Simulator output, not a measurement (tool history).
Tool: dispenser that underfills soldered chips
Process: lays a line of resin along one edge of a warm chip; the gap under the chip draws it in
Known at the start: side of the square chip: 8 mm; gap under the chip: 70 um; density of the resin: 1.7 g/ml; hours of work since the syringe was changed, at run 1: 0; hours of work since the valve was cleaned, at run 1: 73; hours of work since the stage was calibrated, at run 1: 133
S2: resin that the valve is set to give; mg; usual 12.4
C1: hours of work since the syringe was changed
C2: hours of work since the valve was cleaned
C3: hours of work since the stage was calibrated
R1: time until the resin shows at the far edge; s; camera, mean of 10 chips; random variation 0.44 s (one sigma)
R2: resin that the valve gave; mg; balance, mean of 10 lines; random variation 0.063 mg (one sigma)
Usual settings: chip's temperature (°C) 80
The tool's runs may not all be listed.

run 1 hour=0.0 | chip's_temperature_(°C)=80 S2=12.4 | C1=0 C2=73 C3=133 | R1=31.0 R2=12.01
run 2 hour=5.2 | chip's_temperature_(°C)=80 S2=12.4 | C1=4 C2=76 C3=136 | R1=35.5 R2=11.79
run 3 hour=8.7 | chip's_temperature_(°C)=92 S2=12.4 | C1=6 C2=79 C3=139 | R1=24.1 R2=11.91
-- hour=10.0 new syringe of resin
run 4 hour=14.1 | chip's_temperature_(°C)=80 S2=12.4 | C1=3 C2=82 C3=142 | R1=34.6 R2=11.84
run 5 hour=19.2 | chip's_temperature_(°C)=74 S2=12.4 | C1=6 C2=86 C3=146 | R1=52.0 R2=11.81
-- hour=20.5 new syringe of resin
run 6 hour=23.3 | chip's_temperature_(°C)=74 S2=12.4 | C1=2 C2=88 C3=148 | R1=44.8 R2=11.79
run 7 hour=29.3 | chip's_temperature_(°C)=74 S2=12.4 | C1=6 C2=92 C3=152 | R1=53.5 R2=11.72
-- hour=31.0 new syringe of resin
-- hour=33.4 dispensing valve cleaned and set on the balance
run 8 hour=34.5 | chip's_temperature_(°C)=74 S2=12.4 | C1=2 C2=1 C3=155 | R1=42.0 R2=12.38
run 9 hour=39.7 | chip's_temperature_(°C)=74 S2=12.4 | C1=5 C2=4 C3=159 | R1=50.1 R2=12.26
-- hour=42.4 new syringe of resin
run 10 hour=44.7 | chip's_temperature_(°C)=70 S2=15.4 | C1=2 C2=8 C3=162 | R1=51.0 R2=15.33
run 11 hour=49.7 | chip's_temperature_(°C)=92 S2=15.6 | C1=5 C2=11 C3=165 | R1=22.9 R2=15.59
-- hour=52.7 new syringe of resin
run 12 hour=53.3 | chip's_temperature_(°C)=92 S2=15.6 | C1=0 C2=13 C3=168 | R1=18.6 R2=15.24
run 13 hour=60.0 | chip's_temperature_(°C)=92 S2=15.6 | C1=5 C2=18 C3=172 | R1=21.5 R2=15.46
-- hour=63.2 new syringe of resin
run 14 hour=64.1 | chip's_temperature_(°C)=92 S2=15.6 | C1=1 C2=20 C3=175 | R1=18.6 R2=15.43
run 15 hour=68.8 | chip's_temperature_(°C)=92 S2=15.6 | C1=4 C2=24 C3=178 | R1=21.8 R2=15.49
-- hour=73.7 new syringe of resin
run 16 hour=74.0 | chip's_temperature_(°C)=74 S2=13.6 | C1=0 C2=27 C3=181 | R1=39.8 R2=13.39
run 17 hour=80.0 | chip's_temperature_(°C)=66 S2=14.1 | C1=4 C2=31 C3=185 | R1=68.2 R2=13.82

Forecast each of these 4 alternatives for the next run:
run A hour=83.4 | chip's_temperature_(°C)=86 S2=14.9 | C1=7 C2=33 C3=188 | R1=? R2=?
run B hour=83.4 | chip's_temperature_(°C)=66 S2=13.1 | C1=7 C2=33 C3=188 | R1=? R2=?
run C hour=83.4 | chip's_temperature_(°C)=93 S2=12.4 | C1=7 C2=33 C3=188 | R1=? R2=?
run D hour=83.4 | chip's_temperature_(°C)=70 S2=13.5 | C1=7 C2=33 C3=188 | R1=? R2=?

run=A R1=30.9 R2=14.61
run=B R1=76.5 R2=12.92
run=C R1=23.0 R2=12.08
run=D R1=62.3 R2=13.30
Without the tool's hidden state the same runs would have given:
run=A R1=24.2 R2=14.89
run=B R1=60.2 R2=13.17
run=C R1=17.8 R2=12.31
run=D R1=49.0 R2=13.55
